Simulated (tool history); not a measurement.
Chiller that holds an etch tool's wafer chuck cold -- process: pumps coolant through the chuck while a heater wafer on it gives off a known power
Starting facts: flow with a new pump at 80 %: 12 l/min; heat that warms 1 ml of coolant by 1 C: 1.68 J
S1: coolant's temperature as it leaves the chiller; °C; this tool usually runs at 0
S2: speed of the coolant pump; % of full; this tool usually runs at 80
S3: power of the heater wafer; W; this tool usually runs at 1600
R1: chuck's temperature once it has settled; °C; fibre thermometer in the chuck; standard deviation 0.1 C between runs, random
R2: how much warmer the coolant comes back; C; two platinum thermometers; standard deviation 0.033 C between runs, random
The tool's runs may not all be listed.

run 1 hour=0 | S1=0 S2=80 S3=1600 | R1=16.9 R2=4.92
run 2 hour=42.3 | S1=0 S2=80 S3=1600 | R1=16.9 R2=4.92
run 3 hour=81.3 | S1=0 S2=80 S3=1600 | R1=17 R2=4.96
run 4 hour=129.1 | S1=0 S2=80 S3=1600 | R1=16.9 R2=4.92
run 5 hour=156 | S1=0 S2=80 S3=1600 | R1=17.1 R2=4.97
run 6 hour=191.3 | S1=0 S2=80 S3=1600 | R1=17 R2=5.01
run 7 hour=228.3 | S1=9 S2=85 S3=1142 | R1=20.8 R2=3.35
run 8 hour=273 | S1=9 S2=85 S3=1142 | R1=20.8 R2=3.38
run 9 hour=316.1 | S1=-9 S2=62 S3=1142 | R1=5 R2=4.5
run 10 hour=367.8 | S1=-9 S2=62 S3=1142 | R1=5.2 R2=4.53

Run 11 comes next. What will it give?
run 11 hour=401.9 | S1=-9 S2=62 S3=1142 | R1=? R2=?

Run 11 came out at R1 5.2 °C, R2 4.51 C.
Without the tool's hidden state the same run would have given R1 4.3 °C, R2 4.31 C.

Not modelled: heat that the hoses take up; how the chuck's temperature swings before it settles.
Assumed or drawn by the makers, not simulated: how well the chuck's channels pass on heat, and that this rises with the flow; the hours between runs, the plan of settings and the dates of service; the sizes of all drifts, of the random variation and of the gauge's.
